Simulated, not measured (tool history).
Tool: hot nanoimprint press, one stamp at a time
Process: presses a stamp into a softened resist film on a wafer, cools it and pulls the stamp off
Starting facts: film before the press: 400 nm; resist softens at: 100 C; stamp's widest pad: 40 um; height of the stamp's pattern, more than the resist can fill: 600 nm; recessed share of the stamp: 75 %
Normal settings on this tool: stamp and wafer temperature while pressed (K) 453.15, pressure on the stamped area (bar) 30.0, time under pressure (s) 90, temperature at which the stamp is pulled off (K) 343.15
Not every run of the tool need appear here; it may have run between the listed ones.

| run | day | stamp and wafer temperature while pressed (K) | pressure on the stamped area (bar) | time under pressure (s) | temperature at which the stamp is pulled off (K) | resist left under the stamp's widest pad (angstrom) | greatest force while the stamp is pulled off (N) |
|---|---|---|---|---|---|---|---|
| 1 | 0.000 | 453.15 | 30.0 | 90 | 343.15 | 1857 | 172 |
| 2 | 0.538 | 453.15 | 30.0 | 90 | 343.15 | 1868 | 172 |
| 3 | 1.325 | 453.15 | 30.0 | 90 | 343.15 | 1866 | 176 |
| 4 | 1.917 | 453.15 | 30.0 | 90 | 343.15 | 1868 | 179 |
| 5 | 2.450 | 453.15 | 30.0 | 90 | 343.15 | 1863 | 173 |
| 6 | 3.217 | 453.15 | 30.0 | 90 | 343.15 | 1868 | 172 |
| 7 | 3.767 | 453.15 | 30.0 | 90 | 335.15 | 1858 | 200 |
| 8 | 4.225 | 453.15 | 29.3 | 90 | 343.15 | 1890 | 178 |
| 9 | 5.133 | 453.15 | 30.0 | 66 | 343.15 | 2088 | 177 |
| 10 | 6.121 | 453.15 | 30.0 | 66 | 343.15 | 2088 | 174 |
| 11 | 6.533 | 453.15 | 30.0 | 66 | 343.15 | 2082 | 176 |
| 12 | 7.483 | 453.15 | 30.0 | 66 | 343.15 | 2091 | 177 |
| 13 | 8.004 | 453.15 | 30.0 | 66 | 343.15 | 2087 | 177 |
| 14 | 8.971 | 453.15 | 30.0 | 66 | 343.15 | 2081 | 179 |
| 15 | 9.817 | 443.15 | 30.0 | 90 | 343.15 | 2373 | 173 |
| 16 | 10.329 | 459.15 | 30.0 | 90 | 343.15 | 1618 | 169 |
| 17 | 11.142 | 459.15 | 30.0 | 90 | 343.15 | 1609 | 173 |
| 18 | 12.042 | 459.15 | 24.8 | 90 | 348.15 | 1760 | 151 |
| 19 | 12.596 | 463.15 | 30.0 | 90 | 343.15 | 1471 | 176 |
| 20 | 13.496 | 463.15 | 30.0 | 90 | 343.15 | 1464 | 176 |
| 21 | 14.133 | 458.15 | 30.0 | 90 | 333.15 | 1647 | 216 |
| 22 | 14.938 | 458.15 | 30.0 | 90 | 331.15 | 1646 | 222 |
| 23 | 15.612 | 458.15 | 19.8 | 176 | 331.15 | 1517 | 224 |
| 24 | 16.183 | 459.15 | 30.0 | 109 | 343.15 | 1489 | 174 |
| 25 | 16.758 | 453.15 | 26.4 | 54 | 343.15 | 2344 | 177 |
| 26 | 17.188 | 452.15 | 30.0 | 90 | 343.15 | 1915 | 175 |
|  | 18.000 | plate thermocouple calibrated |
| 27 | 18.167 | 452.15 | 30.0 | 90 | 343.15 | 1910 | 173 |
| 28 | 18.979 | 453.15 | 21.4 | 114 | 335.15 | 1965 | 210 |
| 29 | 19.900 | 461.15 | 30.0 | 162 | 343.15 | 1203 | 181 |

Predict each of these 4 candidate next runs independently; none follows another, all start after run 29:
| A | 20.358 | 447.15 | 30.0 | 81 | 331.15 | ? | ? |
| B | 20.358 | 442.15 | 26.3 | 162 | 333.15 | ? | ? |
| C | 20.358 | 461.15 | 30.0 | 51 | 328.15 | ? | ? |
| D | 20.358 | 453.15 | 30.0 | 90 | 346.15 | ? | ? |

| run | resist left under the stamp's widest pad (angstrom) | greatest force while the stamp is pulled off (N) |
|---|---|---|
| A | 2234 | 221 |
| B | 2101 | 204 |
| C | 1923 | 231 |
| D | 1862 | 163 |
Take away the tool's hidden state, keep each run's random variation, and the runs would have read:
| run | resist left under the stamp's widest pad (angstrom) | greatest force while the stamp is pulled off (N) |
|---|---|---|
| A | 2233 | 219 |
| B | 2101 | 203 |
| C | 1923 | 229 |
| D | 1862 | 162 |
